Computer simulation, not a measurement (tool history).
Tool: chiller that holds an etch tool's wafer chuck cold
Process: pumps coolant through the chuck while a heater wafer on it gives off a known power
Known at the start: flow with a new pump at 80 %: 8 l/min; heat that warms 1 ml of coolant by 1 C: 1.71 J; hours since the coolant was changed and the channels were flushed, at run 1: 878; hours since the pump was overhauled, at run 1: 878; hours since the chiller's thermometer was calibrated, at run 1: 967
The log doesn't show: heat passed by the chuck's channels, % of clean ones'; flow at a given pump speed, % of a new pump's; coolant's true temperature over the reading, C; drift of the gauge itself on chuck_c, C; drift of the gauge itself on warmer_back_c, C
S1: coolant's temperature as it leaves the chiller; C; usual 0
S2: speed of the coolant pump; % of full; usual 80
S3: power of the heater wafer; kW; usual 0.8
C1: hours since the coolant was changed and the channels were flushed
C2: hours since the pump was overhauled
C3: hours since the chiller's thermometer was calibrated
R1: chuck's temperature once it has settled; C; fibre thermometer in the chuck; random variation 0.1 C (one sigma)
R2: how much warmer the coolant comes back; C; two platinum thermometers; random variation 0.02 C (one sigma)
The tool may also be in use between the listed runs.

| run | hour | S1 | S2 | S3 | C1 | C2 | C3 | R1 | R2 |
|---|---|---|---|---|---|---|---|---|---|
| 1 | 0 | 0 | 80 | 0.8 | 878 | 878 | 967 | 8.1 | 3.59 |
| 2 | 31.9 | -8 | 80 | 0.8 | 910 | 910 | 999 | 0.2 | 3.56 |
| 3 | 53.1 | 0 | 80 | 0.8 | 931 | 931 | 1020 | 8.2 | 3.56 |
| 4 | 76.4 | 0 | 80 | 0.8 | 954 | 954 | 1044 | 8.3 | 3.58 |
| 5 | 92 | 0 | 80 | 0.8 | 970 | 970 | 1059 | 8.1 | 3.59 |
| 6 | 107.4 | 0 | 80 | 0.8 | 985 | 985 | 1075 | 8.3 | 3.56 |
| 7 | 123.3 | 0 | 80 | 0.8 | 1001 | 1001 | 1091 | 8.2 | 3.57 |
| 8 | 141.9 | 0 | 80 | 0.8 | 1020 | 1020 | 1109 | 8.3 | 3.61 |
| 9 | 170.6 | 0 | 80 | 0.8 | 1048 | 1048 | 1138 | 8.2 | 3.55 |
| 10 | 193.3 | 1 | 85 | 0.608 | 1071 | 1071 | 1161 | 7 | 2.56 |
| 11 | 224.4 | -3 | 71 | 0.441 | 1102 | 1102 | 1192 | 2.3 | 2.27 |
|  | 231.2 | coolant pump overhauled |
| 12 | 246.3 | -5 | 96 | 0.618 | 1119 | 15 | 1209 | 0.4 | 2.28 |
| 13 | 273.8 | 2 | 66 | 0.441 | 1147 | 43 | 1236 | 7.6 | 2.45 |
| 14 | 300.5 | -10 | 80 | 0.5 | 1173 | 69 | 1263 | -4.8 | 2.28 |
| 15 | 326.2 | -10 | 80 | 0.5 | 1199 | 95 | 1289 | -4.7 | 2.25 |
|  | 333.1 | coolant pump overhauled, once more |
| 16 | 351.7 | -8 | 80 | 0.533 | 1220 | 19 | 1309 | -2.2 | 2.34 |
| 17 | 384.7 | -8 | 80 | 0.533 | 1253 | 52 | 1342 | -2.5 | 2.34 |

Hidden state or all else? Some run-to-run changes of R1, split into what the settings, what came in and random variation would give without the hidden state, and what is left for the hidden state (with any gauge scatter that isn't in both results):
Run 13 -> 14: S1 2 -> -10, S2 66 -> 80, S3 0.441 -> 0.5. R1 -12.4 C: hidden state -0.1, all else -12.3.
Run 15 -> 16: S1 -10 -> -8, S3 0.5 -> 0.533, coolant pump overhauled, once more. R1 +2.5 C: hidden state -0.2, all else +2.7.
